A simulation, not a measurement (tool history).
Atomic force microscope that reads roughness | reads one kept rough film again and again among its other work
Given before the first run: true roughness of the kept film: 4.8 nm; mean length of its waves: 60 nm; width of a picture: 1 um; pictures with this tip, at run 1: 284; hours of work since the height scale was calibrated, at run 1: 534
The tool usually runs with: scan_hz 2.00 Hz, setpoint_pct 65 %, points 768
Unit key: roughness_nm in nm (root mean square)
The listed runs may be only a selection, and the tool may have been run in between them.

run	day	scan_hz	setpoint_pct	points	pictures with this tip	hours of work since the height scale was calibrated	roughness_nm
1	0.000	2.00	65	768	284	534	4.139
# day 0.329: new tip fitted
2	1.579	2.00	65	292	37	564	4.403
3	3.000	2.00	65	292	79	591	4.317
4	3.775	2.00	65	292	103	606	4.323
5	4.688	2.00	65	768	130	623	4.342
6	6.112	2.00	65	768	172	651	4.249
7	7.604	0.90	65	768	217	679	4.325
# day 7.800: height scale calibrated on a step standard
8	8.896	0.90	65	768	254	21	4.287
9	10.038	0.65	65	339	288	43	4.250
# day 10.154: new tip fitted
10	10.883	0.65	65	339	22	59	4.512
# day 11.112: height scale calibrated on a step standard, once more
11	11.654	0.65	65	339	44	10	4.534
12	12.625	2.19	69	768	73	29	4.312
13	13.421	2.19	69	768	97	44	4.277

Hidden state at the last listed run before each entry between runs and at the first one after, where it differs:
Between runs 1 and 2: new tip fitted (day 0.329)
  radius of the tip, nm: 19.7 -> 7.3; height scale over the true one, %: -0.45 -> -0.47
  what was measured, less what the result would be without the hidden state, roughness_nm: -0.333 -> -0.072 nm (root mean square)
Between runs 7 and 8: height scale calibrated on a step standard (day 7.800)
  radius of the tip, nm: 15.6 -> 17.5; height scale over the true one, %: -0.55 -> -0.87
  what was measured, less what the result would be without the hidden state, roughness_nm: -0.261 -> -0.314 nm (root mean square)
Between runs 9 and 10: new tip fitted (day 10.154)
  radius of the tip, nm: 19.1 -> 6.1; height scale over the true one, %: -0.89 -> -0.9
  what was measured, less what the result would be without the hidden state, roughness_nm: -0.348 -> -0.065 nm (root mean square)
Between runs 10 and 11: height scale calibrated on a step standard, once more (day 11.112)
  radius of the tip, nm: 6.1 -> 7.1; height scale over the true one, %: -0.9 -> -0.16
  what was measured, less what the result would be without the hidden state, roughness_nm: -0.065 -> -0.056 nm (root mean square)
